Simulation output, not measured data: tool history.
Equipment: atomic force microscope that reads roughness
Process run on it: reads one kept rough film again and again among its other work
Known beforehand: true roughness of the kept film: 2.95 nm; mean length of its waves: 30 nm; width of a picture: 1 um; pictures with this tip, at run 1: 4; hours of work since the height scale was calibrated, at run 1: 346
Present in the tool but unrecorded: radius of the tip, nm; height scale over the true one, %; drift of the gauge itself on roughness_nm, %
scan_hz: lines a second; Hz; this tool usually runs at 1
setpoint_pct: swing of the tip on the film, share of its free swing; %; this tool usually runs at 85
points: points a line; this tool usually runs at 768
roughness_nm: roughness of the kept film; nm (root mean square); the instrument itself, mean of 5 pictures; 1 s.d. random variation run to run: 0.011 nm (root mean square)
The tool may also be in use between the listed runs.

run	hour	scan_hz	setpoint_pct	points	pictures with this tip	hours of work since the height scale was calibrated	roughness_nm
1	0	1	85	768	4	346	2.428
2	12.6	1	85	768	16	352	2.423
3	34.7	1	85	768	37	362	2.38
4	52	1	85	768	54	370	2.387
5	63.4	1	85	768	64	376	2.357
6	81.2	1	85	768	82	384	2.334
7	104.4	1	85	768	104	395	2.307
8	116.5	1	85	768	115	401	2.281
9	132.8	1	85	768	131	409	2.288
10	154.3	1	85	768	151	419	2.248
11	174.8	1	85	768	171	429	2.253
12	196.4	1	85	768	192	439	2.22
13	210.1	1	85	614	205	446	2.179
14	233.1	1	85	614	227	457	2.173
15	254.7	1	67	768	247	467	2.276
16	266.8	1	67	768	259	473	2.261
17	278.8	1	67	768	270	478	2.267
18	297	1	67	768	288	487	2.233
19	320.3	1	67	768	310	498	2.22
# hour 323.4: height scale calibrated on a step standard
20	332.6	1	67	768	321	4	2.207
# hour 353.5: new tip fitted
21	353.5	1	67	768	0	14	2.604
22	372.5	1	67	768	19	23	2.579
# hour 386.5: height scale calibrated on a step standard, once more
23	389.6	2.29	85	768	34	1	2.137
24	409.6	2.29	85	768	53	11	2.102
25	432.9	1	75	768	75	22	2.438
26	447.1	1	62	307	89	29	2.477
27	466.4	1.07	86	549	107	38	2.259
28	476.2	0.71	55	674	117	43	2.489
29	494.7	2.62	70	259	134	51	2.185
30	513.9	2.62	70	259	153	61	2.165
31	533.1	2.52	67	355	171	70	2.207
32	544.2	2.52	67	355	182	75	2.227
33	556.2	1.76	64	647	193	81	2.287
34	571.3	1	85	274	208	88	2.154
35	584	1	85	274	220	94	2.137
36	598.9	2.93	77	311	234	101	1.96
37	620.3	1.84	71	311	255	111	2.127
38	630.2	1.84	71	311	264	116	2.119
39	645.4	1.84	71	311	278	123	2.117
40	659.1	0.78	59	329	292	130	2.254
41	676.6	1	70	302	308	138	2.18
42	688.8	0.52	85	484	320	144	2.165
# hour 710.5: new tip fitted
43	713.4	0.52	85	484	3	155	2.539

Run 44, settings as shown, results not yet in. Your forecast:
44	732.5	0.52	85	484	21	164	?

Run 44 produced roughness_nm 2.534 nm (root mean square).
Without the tool's hidden state the same run would have given roughness_nm 2.569 nm (root mean square).

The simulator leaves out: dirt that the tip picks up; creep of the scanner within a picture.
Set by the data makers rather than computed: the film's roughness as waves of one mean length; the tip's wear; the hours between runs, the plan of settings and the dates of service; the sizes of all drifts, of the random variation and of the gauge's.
